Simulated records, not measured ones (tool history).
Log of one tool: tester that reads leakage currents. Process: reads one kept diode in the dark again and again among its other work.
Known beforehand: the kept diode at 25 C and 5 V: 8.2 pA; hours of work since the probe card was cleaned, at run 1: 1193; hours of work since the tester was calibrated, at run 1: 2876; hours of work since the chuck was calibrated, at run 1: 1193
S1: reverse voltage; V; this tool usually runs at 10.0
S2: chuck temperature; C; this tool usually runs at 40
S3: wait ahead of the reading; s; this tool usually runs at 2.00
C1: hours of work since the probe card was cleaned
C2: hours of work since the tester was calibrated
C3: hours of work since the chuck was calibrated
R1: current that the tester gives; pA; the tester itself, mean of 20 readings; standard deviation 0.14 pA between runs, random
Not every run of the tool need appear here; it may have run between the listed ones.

Run 1, hour 0.0: usual settings; C1 1193; C2 2876; C3 1193. Result: R1 51.17 pA.
At hour 32.4: probe card cleaned and baked.
At hour 47.8: chuck's temperature calibrated.
Run 2, hour 195.7: usual settings; C1 99; C2 2993; C3 91. Result: R1 54.32 pA.
Run 3, hour 309.7: usual settings; C1 169; C2 3062; C3 160. Result: R1 54.71 pA.
Run 4, hour 502.8: usual settings; C1 287; C2 3181; C3 279. Result: R1 55.54 pA.
Run 5, hour 692.1: usual settings; C1 403; C2 3297; C3 395. Result: R1 56.63 pA.
Run 6, hour 891.4: usual settings; C1 525; C2 3419; C3 517. Result: R1 57.19 pA.
Run 7, hour 1058.0: usual settings but S2 46 C; C1 627; C2 3521; C3 619. Result: R1 85.29 pA.
At hour 1110.4: probe card cleaned and baked, once more.
Run 8, hour 1280.2: usual settings but S2 52 C; C1 104; C2 3655; C3 754. Result: R1 113.41 pA.
Run 9, hour 1492.6: usual settings but S2 52 C; C1 234; C2 3786; C3 884. Result: R1 114.11 pA.
Run 10, hour 1700.3: usual settings but S1 1.6 V; C1 362; C2 3913; C3 1011. Result: R1 23.17 pA.
Run 11, hour 1831.6: usual settings but S1 13.6 V; C1 442; C2 3993; C3 1092. Result: R1 51.52 pA.
Run 12, hour 1972.8: usual settings but S1 13.6 V; C1 529; C2 4080; C3 1178. Result: R1 52.27 pA.
At hour 2035.3: chuck's temperature calibrated.
Run 13, hour 2187.7: usual settings; C1 659; C2 4211; C3 93. Result: R1 45.20 pA.
Run 14, hour 2395.0: usual settings but S2 39 C; C1 786; C2 4338; C3 221. Result: R1 42.80 pA.
Run 15, hour 2623.6: usual settings but S2 39 C; C1 926; C2 4478; C3 361. Result: R1 43.79 pA.
Run 16, hour 2743.2: usual settings but S2 39 C; C1 1000; C2 4551; C3 434. Result: R1 44.41 pA.
Run 17, hour 2908.3: usual settings but S2 39 C; C1 1101; C2 4652; C3 535. Result: R1 45.10 pA.
At hour 3092.0: probe card cleaned and baked.
Run 18, hour 3092.0: usual settings but S2 39 C; C1 0; C2 4763; C3 646. Result: R1 39.07 pA.
At hour 3134.3: tester calibrated.
Run 19, hour 3214.0: usual settings but S2 39 C; C1 74; C2 49; C3 719. Result: R1 40.53 pA.
Run 20, hour 3324.3: usual settings but S1 3.8 V, S2 30 C, S3 3.15 s; C1 141; C2 116; C3 787. Result: R1 13.16 pA.
Run 21, hour 3535.4: usual settings but S1 3.8 V, S2 55 C, S3 5.99 s; C1 271; C2 246; C3 916. Result: R1 106.36 pA.
Run 22, hour 3723.5: usual settings but S1 6.7 V, S3 6.45 s; C1 386; C2 361; C3 1032. Result: R1 38.92 pA.
Run 23, hour 3864.4: usual settings but S1 11.1 V, S2 27 C, S3 1.74 s; C1 472; C2 448; C3 1118. Result: R1 18.79 pA.
Run 24, hour 4017.3: usual settings but S1 11.1 V, S2 27 C, S3 1.74 s; C1 566; C2 541; C3 1212. Result: R1 19.56 pA.
At hour 4029.1: chuck's temperature calibrated.
Run 25, hour 4124.6: usual settings but S1 19.0 V, S2 23 C, S3 0.58 s; C1 630; C2 606; C3 59. Result: R1 28.21 pA.
Run 26, hour 4308.2: usual settings but S1 1.0 V, S2 55 C, S3 0.58 s; C1 743; C2 718; C3 171. Result: R1 67.40 pA.
Run 27, hour 4477.5: usual settings but S1 1.2 V, S2 54 C, S3 2.39 s; C1 847; C2 822; C3 275. Result: R1 66.18 pA.
Run 28, hour 4628.1: usual settings but S1 13.3 V, S2 57 C, S3 2.56 s; C1 939; C2 914; C3 367. Result: R1 190.78 pA.
Run 29, hour 4781.4: usual settings but S1 13.3 V, S2 57 C, S3 2.56 s; C1 1033; C2 1008; C3 461. Result: R1 191.04 pA.
Run 30, hour 4921.9: usual settings but S1 6.1 V, S2 21 C, S3 2.14 s; C1 1119; C2 1095; C3 547. Result: R1 11.15 pA.
Run 31, hour 5023.0: usual settings but S1 14.8 V, S2 53 C, S3 4.55 s; C1 1181; C2 1157; C3 609. Result: R1 149.41 pA.
At hour 5073.5: probe card cleaned and baked.
Run 32, hour 5250.6: usual settings but S1 3.0 V, S2 43 C, S3 2.39 s; C1 109; C2 1294; C3 747. Result: R1 37.23 pA.
Run 33, hour 5391.1: usual settings but S3 9.48 s; C1 195; C2 1380; C3 833. Result: R1 43.64 pA.
Run 34, hour 5619.2: usual settings but S1 3.2 V; C1 335; C2 1520; C3 973. Result: R1 30.31 pA.
Run 35, hour 5825.8: usual settings but S1 5.8 V; C1 461; C2 1647; C3 1099. Result: R1 38.36 pA.
Run 36, hour 5928.4: usual settings but S1 2.5 V, S2 47 C, S3 4.69 s; C1 524; C2 1710; C3 1162. Result: R1 49.77 pA.
At hour 6022.3: chuck's temperature calibrated.
Run 37, hour 6159.9: usual settings but S1 2.5 V, S2 56 C, S3 4.69 s; C1 665; C2 1850; C3 84. Result: R1 94.03 pA.
Run 38, hour 6340.8: usual settings but S1 2.5 V, S2 34 C, S3 4.69 s; C1 776; C2 1961; C3 195. Result: R1 16.09 pA.

Branching from run 38: 5 alternative next runs. What would each branch give?
Run A, hour 6518.3: usual settings but S1 2.5 V, S2 21 C, S3 3.24 s; C1 884; C2 2070; C3 304. Result: R1 ?.
Run B, hour 6518.3: usual settings but S1 7.8 V, S2 24 C, S3 5.01 s; C1 884; C2 2070; C3 304. Result: R1 ?.
Run C, hour 6518.3: usual settings but S1 7.9 V; C1 884; C2 2070; C3 304. Result: R1 ?.
Run D, hour 6518.3: usual settings but S1 2.5 V, S2 29 C, S3 4.69 s; C1 884; C2 2070; C3 304. Result: R1 ?.
Run E, hour 6518.3: usual settings but S1 1.2 V, S2 49 C, S3 6.73 s; C1 884; C2 2070; C3 304. Result: R1 ?.

run     R1
  A   5.98
  B  13.03
  C  41.64
  D  10.85
  E  42.76
Without the tool's unlogged condition, the same runs would have read:
run     R1
  A   4.81
  B   9.25
  C  38.43
  D   9.79
  E  43.03
